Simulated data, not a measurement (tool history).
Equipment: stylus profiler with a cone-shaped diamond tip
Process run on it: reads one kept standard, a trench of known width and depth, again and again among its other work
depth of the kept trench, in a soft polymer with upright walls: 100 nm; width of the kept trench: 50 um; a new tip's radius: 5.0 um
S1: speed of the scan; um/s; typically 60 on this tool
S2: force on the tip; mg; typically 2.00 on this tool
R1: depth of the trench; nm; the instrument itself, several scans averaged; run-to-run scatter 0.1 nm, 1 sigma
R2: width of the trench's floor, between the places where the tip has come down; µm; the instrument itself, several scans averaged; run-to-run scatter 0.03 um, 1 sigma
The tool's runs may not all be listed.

Run 1, hour 0.0: usual settings. Result: R1 100.72 nm, R2 47.64 µm.
Run 2, hour 13.2: usual settings. Result: R1 100.55 nm, R2 47.61 µm.
Run 3, hour 30.9: usual settings but S1 110 um/s. Result: R1 100.54 nm, R2 47.45 µm.
Run 4, hour 51.9: usual settings but S1 110 um/s. Result: R1 100.57 nm, R2 47.42 µm.
Run 5, hour 65.2: usual settings but S1 110 um/s. Result: R1 100.63 nm, R2 47.35 µm.
Run 6, hour 86.2: usual settings but S1 216 um/s. Result: R1 100.50 nm, R2 46.93 µm.
Run 7, hour 106.0: usual settings but S1 216 um/s. Result: R1 100.53 nm, R2 46.99 µm.
Run 8, hour 120.5: usual settings but S2 0.75 mg. Result: R1 100.19 nm, R2 47.42 µm.
Run 9, hour 133.3: usual settings but S2 0.75 mg. Result: R1 100.09 nm, R2 47.44 µm.
Run 10, hour 153.3: usual settings but S2 0.75 mg. Result: R1 100.48 nm, R2 47.45 µm.
Run 11, hour 170.1: usual settings but S2 2.03 mg. Result: R1 100.68 nm, R2 47.62 µm.
Run 12, hour 188.7: usual settings but S1 28 um/s, S2 3.40 mg. Result: R1 100.94 nm, R2 47.73 µm.
At hour 190.5: height scale calibrated on a step standard.
Run 13, hour 207.5: usual settings but S1 169 um/s, S2 0.93 mg. Result: R1 100.32 nm, R2 46.80 µm.
Run 14, hour 221.1: usual settings but S1 87 um/s, S2 4.78 mg. Result: R1 101.29 nm, R2 47.57 µm.
Run 15, hour 231.7: usual settings but S1 87 um/s, S2 4.78 mg. Result: R1 101.25 nm, R2 47.56 µm.
Run 16, hour 250.3: usual settings but S1 22 um/s, S2 3.13 mg. Result: R1 100.84 nm, R2 47.70 µm.
Run 17, hour 271.6: usual settings but S1 112 um/s, S2 1.20 mg. Result: R1 100.58 nm, R2 47.25 µm.
At hour 275.9: height scale calibrated on a step standard, once more.
Run 18, hour 288.5: usual settings but S1 18 um/s, S2 0.95 mg. Result: R1 100.52 nm, R2 47.62 µm.

Some steps in R1, run to run, broken into two amounts with sign: the step expected even without the hidden condition (settings, incoming material, random variation), and the rest, left for the hidden condition together with whatever gauge scatter is not in both the measured and the hidden-condition-free result:
Hidden state present: radius of the tip, um; height scale over the true one, %; drift of the gauge itself on depth_nm, %; drift of the gauge itself on floor_um, %.
Run 13 -> 14: S1 169 -> 87, S2 0.93 -> 4.78. R1 +0.97 nm: hidden state +0.00, all else +0.97.
Run 17 -> 18: S1 112 -> 18, S2 1.20 -> 0.95, height scale calibrated on a step standard, once more. R1 -0.06 nm: hidden state +0.17, all else -0.23.

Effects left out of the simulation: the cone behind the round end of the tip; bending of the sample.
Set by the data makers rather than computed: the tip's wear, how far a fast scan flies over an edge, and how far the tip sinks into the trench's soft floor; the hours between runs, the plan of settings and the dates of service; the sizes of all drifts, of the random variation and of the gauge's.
